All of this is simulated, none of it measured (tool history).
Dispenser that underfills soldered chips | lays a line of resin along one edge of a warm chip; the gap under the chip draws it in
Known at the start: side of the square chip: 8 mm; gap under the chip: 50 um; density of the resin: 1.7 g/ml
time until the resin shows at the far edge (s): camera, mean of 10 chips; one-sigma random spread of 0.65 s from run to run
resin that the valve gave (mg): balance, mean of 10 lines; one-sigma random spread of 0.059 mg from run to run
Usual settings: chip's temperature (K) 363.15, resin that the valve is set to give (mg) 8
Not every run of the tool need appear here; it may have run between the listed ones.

run,hour,chip's temperature (K),resin that the valve is set to give (mg),time until the resin shows at the far edge (s),resin that the valve gave (mg)
1,0,363.15,8,70.1,7.73
# hour 6.3: new syringe of resin
2,9.3,363.15,8,61.1,7.73
3,17.8,363.15,8,80.1,7.7
# hour 19.7: new syringe of resin
# hour 33.1: new syringe of resin
4,33.1,363.15,8,56.3,7.68
# hour 47.8: new syringe of resin
5,49.6,363.15,8,60.4,7.55
6,58.4,363.15,8.99,73.7,8.3
# hour 61.3: new syringe of resin
7,68.4,363.15,8.99,68.6,8.43
# hour 75.5: new syringe of resin
8,78.3,363.15,8.99,61,8.28
# hour 88.7: new syringe of resin
9,94.9,363.15,8,67.5,7.34
# hour 100.4: dispensing valve cleaned and set on the balance
# hour 103.1: new syringe of resin
10,111.4,359.15,8,85.8,7.84
# hour 117.3: new syringe of resin
11,123.8,364.15,7.66,64.6,7.6
# hour 131.8: new syringe of resin
12,140.4,366.15,7.2,65,7.12
# hour 145.1: new syringe of resin
13,151.1,366.15,7.2,61.1,6.95
# hour 158.3: new syringe of resin
14,166.3,367.15,9.08,58,8.67
# hour 172.4: new syringe of resin
15,184.2,359.15,7.65,94.8,7.23
# hour 186: new syringe of resin
16,198.1,371.15,7.93,58.5,7.57
# hour 200.1: new syringe of resin
# hour 214.2: new syringe of resin
17,214.4,363.15,8.87,53.4,8.19
# hour 227.5: new syringe of resin
18,230.1,365.15,7.26,58.2,6.71
# hour 240.7: new syringe of resin
# hour 245.5: dispensing valve cleaned and set on the balance
19,246.9,357.15,8.54,82.1,8.47
# hour 255.8: new syringe of resin
20,259.7,374.15,8.1,37.7,8.08

Selected run-to-run steps in time until the resin shows at the far edge (s), each split into two signed amounts: the part the tool would show with no hidden state at all (from settings, incoming material and random variation), and the remainder, which goes to the hidden state together with any gauge scatter not common to the measured and the hidden-state-free results:
The tool's hidden condition here consists of: resin's viscosity, % of fresh resin's; dose that the valve gives, % of what is set; true chip temperature over the reading, C; drift of the gauge itself on fill_s, %; drift of the gauge itself on given_mg, %.
Run 3 -> 4: new syringe of resin, new syringe of resin. time until the resin shows at the far edge (s) -23.8: hidden state -24, all else +0.2.
Run 14 -> 15: chip's temperature (K) 367.15 -> 359.15, resin that the valve is set to give (mg) 9.08 -> 7.65, new syringe of resin. time until the resin shows at the far edge (s) +36.8: hidden state +14.8, all else +22.
Run 16 -> 17: chip's temperature (K) 371.15 -> 363.15, resin that the valve is set to give (mg) 7.93 -> 8.87, new syringe of resin, new syringe of resin. time until the resin shows at the far edge (s) -5.1: hidden state -18.6, all else +13.5.
Run 19 -> 20: chip's temperature (K) 357.15 -> 374.15, resin that the valve is set to give (mg) 8.54 -> 8.1, new syringe of resin. time until the resin shows at the far edge (s) -44.4: hidden state -7.2, all else -37.2.
